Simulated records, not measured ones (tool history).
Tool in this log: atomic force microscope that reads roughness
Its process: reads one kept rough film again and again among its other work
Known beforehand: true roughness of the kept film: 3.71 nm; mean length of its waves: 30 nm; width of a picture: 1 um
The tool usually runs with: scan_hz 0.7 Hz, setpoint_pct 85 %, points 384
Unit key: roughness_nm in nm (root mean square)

run   hour  scan_hz  setpoint_pct  points  roughness_nm
  1      0      0.7            85     384         3.122
  2   21.1      0.7            85     384         2.991
  3   38.6      0.7            85     384         2.901
  4   52.7      0.7            85     912         2.869
  5   66.3      0.7            85     912         2.779
  6   76.2      0.7            85     384         2.711
  7   85.8      0.7            85     384         2.677
  8     99      0.7            85     384         2.612
  9  111.9      0.7            85     384         2.547
 10  132.5      0.7            60     384         2.588
     135.3  -- new tip fitted
 11  154.1      0.7            60     384          3.23
 12  172.7      0.7            88     384         2.958
 13  194.6      0.7            85     260         2.823
 14  203.7      0.7            84     384         2.806
 15  215.6      0.7            84     384         2.753
 16  229.3      0.7            84     384         2.697
 17  246.5      0.7            85     384         2.599
 18  259.1      0.7            85     384         2.545
 19    272      0.7            85     384         2.501
     277.7  -- new tip fitted
 20  291.9      0.7            62     384         3.181
     293.9  -- height scale calibrated on a step standard
 21  309.6      0.7            62     384         3.108
 22  329.2      0.7            62     384         2.969
       344  -- height scale calibrated on a step standard, once more
 23  350.3      0.7            62     384         2.907
 24    364    2.231            85     384         2.359
 25  384.6    2.231            85     384         2.277
 26  404.8    2.231            85     384           2.2
 27  417.8    1.193            73     521         2.464
       423  -- new tip fitted
 28  436.9    0.784            56     684         3.266
 29  450.6    0.784            56     684         3.166
 30  462.2    1.807            85     384         2.693
 31  478.3    0.615            61     384         2.991
 32  491.2    0.615            61     384         2.926
 33  505.1    1.832            79     262         2.543
 34    522    0.924            61     312         2.755
 35  534.7    1.053            65     414         2.687
 36  556.5    1.053            65     414         2.582
     565.9  -- new tip fitted
 37  578.2    1.053            65     414         3.226
 38  593.6    1.053            65     414         3.135
 39  609.1      0.7            72     384         3.033
 40  630.7      0.7            72     384         2.909
 41  646.6      0.7            72     384         2.867
 42    663      0.7            72     391         2.746
 43  678.2      0.7            72     391         2.721
 44  696.9    1.846            62    1011         2.597
     709.1  -- new tip fitted
 45  710.5    0.743            87     403         3.147
 46  730.5    0.743            87     403          3.01
 47  747.5      0.7            80     461         2.999
 48  760.1    3.239            75     287         2.558
 49  772.4      0.7            64     338         2.919

Below are 5 alternative next runs, each starting from the tool's condition after run 49. Predict each:
  A  782.6    1.166            79    1014             ?
  B  782.6      0.7            61     269             ?
  C  782.6    2.289            68     447             ?
  D  782.6    0.832            85     384             ?
  E  782.6      0.7            85     338             ?

run  roughness_nm
  A         2.718
  B         2.873
  C         2.694
  D         2.729
  E         2.774
Had the tool no hidden state, the same runs would have come out as:
run  roughness_nm
  A         3.142
  B         3.322
  C         3.115
  D         3.155
  E         3.205
